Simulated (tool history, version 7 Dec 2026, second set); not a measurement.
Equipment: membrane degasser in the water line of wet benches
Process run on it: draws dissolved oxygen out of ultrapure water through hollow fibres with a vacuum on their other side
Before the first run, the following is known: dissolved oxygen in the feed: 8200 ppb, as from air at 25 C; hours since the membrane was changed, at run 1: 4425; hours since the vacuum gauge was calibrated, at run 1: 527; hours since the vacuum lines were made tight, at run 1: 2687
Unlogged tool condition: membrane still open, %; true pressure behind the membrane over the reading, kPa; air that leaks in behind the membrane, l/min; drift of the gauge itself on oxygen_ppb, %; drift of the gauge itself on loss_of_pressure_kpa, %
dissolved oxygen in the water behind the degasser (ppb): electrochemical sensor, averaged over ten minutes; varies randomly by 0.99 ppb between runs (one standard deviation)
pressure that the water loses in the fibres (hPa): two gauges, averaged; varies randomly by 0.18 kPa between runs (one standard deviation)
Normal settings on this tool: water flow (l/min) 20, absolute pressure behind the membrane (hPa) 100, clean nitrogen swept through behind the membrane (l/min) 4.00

run,hour,water flow (l/min),absolute pressure behind the membrane (hPa),clean nitrogen swept through behind the membrane (l/min),hours since the membrane was changed,hours since the vacuum gauge was calibrated,hours since the vacuum lines were made tight,dissolved oxygen in the water behind the degasser (ppb),pressure that the water loses in the fibres (hPa)
1,0.0,20,100,4.00,4425,527,2687,101.5,336.2
2,90.4,20,100,4.00,4515,617,2777,103.6,336.1
3,239.1,20,100,4.00,4664,766,2926,101.4,329.8
4,362.2,20,100,4.00,4787,889,3049,105.1,334.2
5,472.6,20,100,4.00,4897,999,3160,103.3,335.4
6,620.2,20,100,3.68,5045,1147,3307,109.3,336.2
7,689.2,20,100,3.68,5114,1216,3376,111.2,338.0
# hour 744.8: seals of the vacuum lines changed
8,764.0,20,100,3.68,5187,1289,19,108.0,338.7
9,859.4,20,161,3.68,5282,1384,115,187.1,336.7
10,961.0,20,100,4.19,5384,1486,216,98.6,340.3
11,1033.5,20,99,4.19,5456,1558,289,97.9,338.4
12,1134.6,20,99,4.19,5557,1659,390,97.2,338.2
13,1224.6,20,99,4.19,5647,1749,480,99.7,340.6
14,1323.6,20,100,2.01,5746,1848,579,178.8,338.2
15,1435.1,17,170,10.42,5858,1960,690,65.8,285.4
16,1522.4,23,68,5.51,5945,2047,778,76.6,392.5
17,1667.9,23,68,5.51,6090,2193,923,77.2,390.5
# hour 1676.7: vacuum gauge calibrated
18,1779.3,25,101,9.76,6201,103,1034,100.1,424.9
19,1885.7,25,109,4.49,6308,209,1140,162.6,428.8
20,2013.2,25,109,4.49,6435,337,1268,160.1,427.5
21,2148.8,15,132,4.49,6571,472,1403,89.2,256.5
22,2280.9,15,121,4.49,6703,604,1536,80.0,257.2
23,2433.6,15,121,4.49,6856,757,1688,79.9,260.6
24,2518.1,15,121,4.49,6940,841,1773,79.6,258.7
# hour 2577.4: vacuum gauge calibrated, once more
25,2625.5,20,239,11.35,7047,48,1880,114.6,348.1
26,2731.8,28,61,4.00,7153,154,1986,142.6,484.6
27,2826.8,26,239,4.00,7248,249,2081,388.6,452.4
28,2977.9,26,239,4.00,7399,400,2232,384.6,453.1

Results per run with the tool's hidden condition removed, run-to-run variation unchanged:
run,dissolved oxygen in the water behind the degasser (ppb),pressure that the water loses in the fibres (hPa)
1,94.2,317.6
2,96.0,317.1
3,93.5,310.1
4,96.7,313.9
5,94.7,314.6
6,100.3,314.7
7,101.8,316.1
8,100.9,316.5
9,179.5,313.9
10,90.9,317.0
11,90.0,314.9
12,89.1,314.2
13,91.1,316.3
14,169.4,313.3
15,61.2,264.0
16,61.9,362.7
17,62.0,360.0
18,79.7,391.0
19,140.5,394.2
20,137.8,392.1
21,84.5,234.8
22,75.3,235.1
23,75.0,237.8
24,74.5,235.8
25,102.9,316.8
26,108.7,440.3
27,358.6,410.5
28,354.0,410.2
